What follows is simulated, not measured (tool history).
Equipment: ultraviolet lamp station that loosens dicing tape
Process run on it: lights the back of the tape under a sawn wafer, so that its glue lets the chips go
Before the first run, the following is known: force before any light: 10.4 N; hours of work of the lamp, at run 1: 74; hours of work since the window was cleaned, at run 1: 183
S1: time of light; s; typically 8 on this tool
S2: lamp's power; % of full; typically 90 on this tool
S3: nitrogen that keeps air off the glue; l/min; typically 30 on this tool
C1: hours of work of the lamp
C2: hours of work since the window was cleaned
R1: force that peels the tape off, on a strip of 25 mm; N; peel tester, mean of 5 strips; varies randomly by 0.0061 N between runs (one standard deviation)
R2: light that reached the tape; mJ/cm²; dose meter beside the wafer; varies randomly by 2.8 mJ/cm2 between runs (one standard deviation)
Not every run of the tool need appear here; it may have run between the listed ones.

run 1 hour=0.0 | S1=8 S2=90 S3=30 | C1=74 C2=183 | R1=0.200 R2=367
run 2 hour=12.9 | S1=8 S2=69 S3=30 | C1=82 C2=191 | R1=0.381 R2=278
run 3 hour=21.3 | S1=8 S2=69 S3=30 | C1=87 C2=196 | R1=0.400 R2=278
run 4 hour=34.2 | S1=8 S2=90 S3=18 | C1=95 C2=204 | R1=0.335 R2=358
run 5 hour=45.7 | S1=8 S2=90 S3=33 | C1=102 C2=211 | R1=0.197 R2=356
run 6 hour=55.4 | S1=8 S2=90 S3=33 | C1=108 C2=217 | R1=0.204 R2=356
run 7 hour=64.0 | S1=8 S2=90 S3=33 | C1=113 C2=222 | R1=0.197 R2=351
-- hour=65.2 window cleaned of glue's vapour
run 8 hour=73.2 | S1=6 S2=73 S3=58 | C1=119 C2=5 | R1=0.507 R2=210

Run 9, settings as shown, results not yet in. Your forecast:
run 9 hour=79.3 | S1=6 S2=73 S3=58 | C1=122 C2=9 | R1=? R2=?

{"run 9": {"R1": 0.518, "R2": 208}}
If the tool had no hidden condition, the same run with the same run-to-run variation would have returned R1 0.362 N, R2 239 mJ/cm².
